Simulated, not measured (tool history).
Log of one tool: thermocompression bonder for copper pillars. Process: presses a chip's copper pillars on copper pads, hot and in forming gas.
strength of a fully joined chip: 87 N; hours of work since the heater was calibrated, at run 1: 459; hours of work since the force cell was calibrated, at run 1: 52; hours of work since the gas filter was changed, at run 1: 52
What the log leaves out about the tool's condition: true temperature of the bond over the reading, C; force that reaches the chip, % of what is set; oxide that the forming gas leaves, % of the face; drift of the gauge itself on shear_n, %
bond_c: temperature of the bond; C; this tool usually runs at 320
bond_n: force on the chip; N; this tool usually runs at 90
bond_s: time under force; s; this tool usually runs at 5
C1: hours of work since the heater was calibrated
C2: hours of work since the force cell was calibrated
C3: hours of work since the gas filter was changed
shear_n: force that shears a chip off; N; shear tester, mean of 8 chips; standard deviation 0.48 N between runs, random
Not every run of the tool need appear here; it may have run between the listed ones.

{"run": 1, "hour": 0.0, "bond_c": 320, "bond_n": 90, "bond_s": 5, "C1": 459, "C2": 52, "C3": 52, "shear_n": 37.3}
{"run": 2, "hour": 38.4, "bond_c": 320, "bond_n": 90, "bond_s": 5, "C1": 485, "C2": 78, "C3": 78, "shear_n": 36.2}
{"run": 3, "hour": 85.8, "bond_c": 320, "bond_n": 90, "bond_s": 5, "C1": 517, "C2": 111, "C3": 111, "shear_n": 35.0}
{"run": 4, "hour": 126.9, "bond_c": 320, "bond_n": 90, "bond_s": 5, "C1": 545, "C2": 138, "C3": 138, "shear_n": 35.8}
{"run": 5, "hour": 161.9, "bond_c": 320, "bond_n": 90, "bond_s": 5, "C1": 568, "C2": 162, "C3": 162, "shear_n": 35.2}
{"run": 6, "hour": 197.4, "bond_c": 320, "bond_n": 90, "bond_s": 5, "C1": 592, "C2": 186, "C3": 186, "shear_n": 35.2}
{"run": 7, "hour": 237.8, "bond_c": 320, "bond_n": 90, "bond_s": 5, "C1": 620, "C2": 214, "C3": 214, "shear_n": 34.7}
{"run": 8, "hour": 283.4, "bond_c": 301, "bond_n": 90, "bond_s": 5, "C1": 651, "C2": 244, "C3": 244, "shear_n": 26.1}
{"run": 9, "hour": 334.0, "bond_c": 301, "bond_n": 90, "bond_s": 5, "C1": 685, "C2": 279, "C3": 279, "shear_n": 26.5}
{"run": 10, "hour": 373.3, "bond_c": 301, "bond_n": 90, "bond_s": 5, "C1": 711, "C2": 305, "C3": 305, "shear_n": 25.7}
{"run": 11, "hour": 408.4, "bond_c": 320, "bond_n": 90, "bond_s": 5, "C1": 735, "C2": 329, "C3": 329, "shear_n": 33.6}
{"hour": 435.5, "done": "heater calibrated with a thermocouple chip"}
{"run": 12, "hour": 458.4, "bond_c": 320, "bond_n": 123, "bond_s": 5, "C1": 16, "C2": 362, "C3": 362, "shear_n": 45.1}
{"run": 13, "hour": 510.2, "bond_c": 320, "bond_n": 123, "bond_s": 5, "C1": 51, "C2": 397, "C3": 397, "shear_n": 45.3}
{"hour": 544.5, "done": "forming gas filter changed"}
{"run": 14, "hour": 544.5, "bond_c": 320, "bond_n": 123, "bond_s": 5, "C1": 73, "C2": 420, "C3": 0, "shear_n": 46.8}
{"run": 15, "hour": 591.9, "bond_c": 320, "bond_n": 123, "bond_s": 5, "C1": 106, "C2": 452, "C3": 32, "shear_n": 45.6}
{"run": 16, "hour": 626.8, "bond_c": 320, "bond_n": 123, "bond_s": 5, "C1": 129, "C2": 475, "C3": 56, "shear_n": 46.4}
{"run": 17, "hour": 667.8, "bond_c": 315, "bond_n": 124, "bond_s": 8, "C1": 157, "C2": 503, "C3": 84, "shear_n": 50.2}
{"run": 18, "hour": 719.3, "bond_c": 320, "bond_n": 58, "bond_s": 13, "C1": 192, "C2": 538, "C3": 118, "shear_n": 41.9}
{"run": 19, "hour": 748.6, "bond_c": 341, "bond_n": 90, "bond_s": 15, "C1": 212, "C2": 558, "C3": 138, "shear_n": 64.3}
{"run": 20, "hour": 773.9, "bond_c": 320, "bond_n": 55, "bond_s": 11, "C1": 229, "C2": 575, "C3": 155, "shear_n": 37.1}
{"run": 21, "hour": 799.0, "bond_c": 311, "bond_n": 86, "bond_s": 5, "C1": 246, "C2": 592, "C3": 172, "shear_n": 32.9}
{"run": 22, "hour": 853.4, "bond_c": 318, "bond_n": 115, "bond_s": 4, "C1": 283, "C2": 629, "C3": 209, "shear_n": 39.0}
{"run": 23, "hour": 881.9, "bond_c": 318, "bond_n": 115, "bond_s": 4, "C1": 302, "C2": 648, "C3": 229, "shear_n": 38.2}
{"run": 24, "hour": 914.2, "bond_c": 318, "bond_n": 126, "bond_s": 12, "C1": 324, "C2": 670, "C3": 250, "shear_n": 56.6}
{"run": 25, "hour": 955.7, "bond_c": 318, "bond_n": 84, "bond_s": 14, "C1": 352, "C2": 698, "C3": 279, "shear_n": 48.4}
{"run": 26, "hour": 981.6, "bond_c": 318, "bond_n": 84, "bond_s": 14, "C1": 370, "C2": 716, "C3": 296, "shear_n": 48.6}
{"run": 27, "hour": 1023.1, "bond_c": 337, "bond_n": 90, "bond_s": 6, "C1": 398, "C2": 744, "C3": 324, "shear_n": 46.1}

4 options for the next run, each taken on its own from the tool as it stands now. Forecast them:
{"run": "A", "hour": 1056.2, "bond_c": 320, "bond_n": 90, "bond_s": 6, "C1": 420, "C2": 766, "C3": 347, "shear_n": "?"}
{"run": "B", "hour": 1056.2, "bond_c": 331, "bond_n": 90, "bond_s": 5, "C1": 420, "C2": 766, "C3": 347, "shear_n": "?"}
{"run": "C", "hour": 1056.2, "bond_c": 321, "bond_n": 94, "bond_s": 4, "C1": 420, "C2": 766, "C3": 347, "shear_n": "?"}
{"run": "D", "hour": 1056.2, "bond_c": 348, "bond_n": 123, "bond_s": 5, "C1": 420, "C2": 766, "C3": 347, "shear_n": "?"}

run=A shear_n=37.5
run=B shear_n=40.6
run=C shear_n=33.7
run=D shear_n=55.5
What these runs would have given with no unlogged condition in the tool:
run=A shear_n=43.1
run=B shear_n=46.4
run=C shear_n=39.0
run=D shear_n=61.9

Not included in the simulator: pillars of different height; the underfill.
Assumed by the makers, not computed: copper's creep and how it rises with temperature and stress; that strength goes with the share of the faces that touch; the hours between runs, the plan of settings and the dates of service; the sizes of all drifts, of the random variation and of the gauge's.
